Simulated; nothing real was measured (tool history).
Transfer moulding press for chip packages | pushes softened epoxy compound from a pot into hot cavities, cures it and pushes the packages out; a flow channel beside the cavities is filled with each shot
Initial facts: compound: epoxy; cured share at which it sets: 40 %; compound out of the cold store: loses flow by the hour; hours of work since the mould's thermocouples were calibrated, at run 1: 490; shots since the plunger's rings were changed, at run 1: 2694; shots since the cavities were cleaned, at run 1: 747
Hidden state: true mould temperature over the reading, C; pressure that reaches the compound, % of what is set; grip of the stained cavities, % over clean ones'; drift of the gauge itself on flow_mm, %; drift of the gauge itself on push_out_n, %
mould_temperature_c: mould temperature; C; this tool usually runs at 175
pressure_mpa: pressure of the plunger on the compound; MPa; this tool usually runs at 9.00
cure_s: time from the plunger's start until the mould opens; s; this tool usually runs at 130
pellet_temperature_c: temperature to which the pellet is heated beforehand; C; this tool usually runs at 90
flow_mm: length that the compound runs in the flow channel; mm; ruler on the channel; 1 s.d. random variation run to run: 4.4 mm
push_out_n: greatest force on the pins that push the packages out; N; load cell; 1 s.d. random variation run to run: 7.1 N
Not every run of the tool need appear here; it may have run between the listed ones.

run,day,mould_temperature_c,pressure_mpa,cure_s,pellet_temperature_c,hours of work since the mould's thermocouples were calibrated,shots since the plunger's rings were changed,shots since the cavities were cleaned,incoming compound's hours out of the cold store,flow_mm,push_out_n
1,0.000,175,9.00,130,90,490,2694,747,34.4,653,427
# day 1.017: cavities cleaned with cleaning compound and waxed
2,1.946,175,9.00,130,90,522,3178,239,42.0,642,357
3,3.638,175,7.59,130,90,552,3612,673,30.9,599,429
# day 4.683: plunger's sealing rings changed
# day 5.100: cavities cleaned with cleaning compound and waxed
4,5.704,175,7.59,130,90,585,247,155,11.3,683,360
5,7.538,175,9.00,130,90,616,717,625,15.8,722,425
# day 9.033: cavities cleaned with cleaning compound and waxed
6,9.338,175,9.00,130,90,646,1163,77,39.9,654,340
7,11.362,175,9.00,130,90,681,1684,598,18.7,697,410
8,12.575,175,9.00,130,90,702,1995,909,8.3,731,463
# day 12.900: cavities cleaned with cleaning compound and waxed
9,14.771,175,9.00,130,90,739,2543,480,18.2,702,419
# day 15.629: mould's thermocouples calibrated
# day 16.992: cavities cleaned with cleaning compound and waxed
10,16.992,175,9.00,130,90,23,3076,1,12.0,701,296
11,18.217,175,9.00,130,90,44,3391,316,27.3,661,386
12,19.767,181,9.00,130,90,71,3788,713,31.3,623,402
# day 20.096: plunger's sealing rings changed
# day 21.004: cavities cleaned with cleaning compound and waxed
13,21.108,181,9.00,130,90,91,244,26,17.0,685,304
14,23.662,181,8.44,130,86,135,901,683,17.2,662,421
# day 24.954: cavities cleaned with cleaning compound and waxed
15,25.062,181,8.44,130,86,158,1244,28,36.0,626,284
16,26.475,175,9.00,134,81,183,1607,391,38.3,663,374
17,28.533,175,7.61,121,98,218,2136,920,41.6,600,461
# day 28.933: cavities cleaned with cleaning compound and waxed
18,29.733,173,7.61,119,98,238,2427,205,14.8,658,392
19,32.058,173,7.84,119,98,278,3025,803,41.4,594,479
# day 32.925: cavities cleaned with cleaning compound and waxed
20,34.475,173,7.84,119,98,319,3629,398,26.5,628,446
# day 35.450: plunger's sealing rings changed
# day 36.888: cavities cleaned with cleaning compound and waxed
21,36.979,173,7.84,119,98,360,377,24,34.7,633,361
22,39.183,177,6.98,163,85,398,943,590,37.0,579,396
# day 40.767: cavities cleaned with cleaning compound and waxed
23,41.883,175,9.00,130,97,443,1620,287,16.7,701,379
24,43.696,167,7.89,131,94,475,2085,752,18.3,698,622
# day 44.804: cavities cleaned with cleaning compound and waxed
25,45.258,167,7.89,131,94,501,2470,116,34.6,647,473
26,47.625,180,10.02,151,88,542,3078,724,38.0,658,400

Hidden state or all else? Some run-to-run changes of flow_mm, split into what the settings, what came in and random variation would give without the hidden state, and what is left for the hidden state (with any gauge scatter that isn't in both results):
Run 3 -> 4: plunger's sealing rings changed, cavities cleaned with cleaning compound and waxed. flow_mm +84 mm: hidden state +35, all else +49.
Run 12 -> 13: plunger's sealing rings changed, cavities cleaned with cleaning compound and waxed. flow_mm +62 mm: hidden state +33, all else +29.
Run 22 -> 23: mould_temperature_c 177 -> 175, pressure_mpa 6.98 -> 9.00, cure_s 163 -> 130, pellet_temperature_c 85 -> 97, cavities cleaned with cleaning compound and waxed. flow_mm +122 mm: hidden state -8, all else +130.
